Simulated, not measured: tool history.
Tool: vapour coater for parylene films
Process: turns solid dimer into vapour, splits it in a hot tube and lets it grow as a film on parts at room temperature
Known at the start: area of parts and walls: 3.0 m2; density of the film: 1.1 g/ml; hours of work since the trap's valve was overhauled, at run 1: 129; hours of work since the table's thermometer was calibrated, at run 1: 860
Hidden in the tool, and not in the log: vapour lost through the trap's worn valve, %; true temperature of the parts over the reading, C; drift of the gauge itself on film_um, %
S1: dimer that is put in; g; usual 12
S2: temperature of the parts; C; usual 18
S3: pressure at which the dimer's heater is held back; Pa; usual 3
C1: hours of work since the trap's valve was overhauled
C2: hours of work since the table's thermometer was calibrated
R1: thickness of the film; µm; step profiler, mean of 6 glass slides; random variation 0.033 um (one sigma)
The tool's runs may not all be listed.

run	hour	S1	S2	S3	C1	C2	R1
1	0	12	18	3	129	860	3.07
2	21.3	12	18	3	139	870	3
3	71.3	5	18	3	162	892	1.23
4	120.2	5	18	3	184	915	1.25
5	163	12	14	3	204	934	3.08
6	194.4	12	14	3	218	949	3.16
# hour 227.7: trap's valve overhauled
7	229.8	12	18	3	1	963	2.71
8	266.1	12	18	3	18	980	2.67
9	289.1	12	18	3	28	990	2.68
# hour 309.6: trap's valve overhauled, once more
10	339.4	12	18	3	14	1011	3.33
11	369.6	12	18	3.62	27	1025	3.13
12	421.4	12	11	3	51	1049	3.5
13	457.2	12	11	3	68	1065	3.48
14	482.5	12	11	3	79	1077	3.39
15	516.5	12	11	3	95	1093	3.4
16	567.2	12	11	3	118	1116	3.37
17	607.7	12	11	3	136	1134	3.3
18	656.1	12	11	3	159	1156	3.22
19	679.8	12	17	3	169	1167	3.11
20	730.3	9	17	3	192	1190	2.33
21	777.2	9	17	4.89	214	1212	1.97
22	809.4	9	17	4.89	229	1227	1.97
# hour 819.6: trap's valve overhauled
23	845.7	9	17	4.89	12	1241	2.3
24	892.7	16	19	3	33	1263	4.27
25	937.9	17	16	6.37	54	1284	3.99
26	964.7	6	12	4.25	66	1296	1.7
27	996.2	6	10	4.84	81	1310	1.76
28	1029.4	5	13	3.54	96	1325	1.42
29	1055.3	11	18	11.23	108	1337	2.09
30	1095.6	8	14	11.23	126	1356	1.6
31	1139.7	12	21	5.66	146	1376	2.42
32	1186.6	12	21	5.66	168	1397	2.39
33	1216.5	6	18	7.06	182	1411	1.2
34	1248.4	6	18	7.06	196	1426	1.22
35	1293.2	7	12	6.65	217	1446	1.66
36	1324.3	12	18	3	231	1460	2.92
# hour 1331: trap's valve overhauled
37	1349.3	12	18	3.6	8	1470	3.18

The next listed run, before its measurement:
38	1379.6	12	28	3.6	22	1484	?

{"run 38": {"R1": 2.42}}
Without the tool's hidden state the same run would have given R1 2.42 µm.
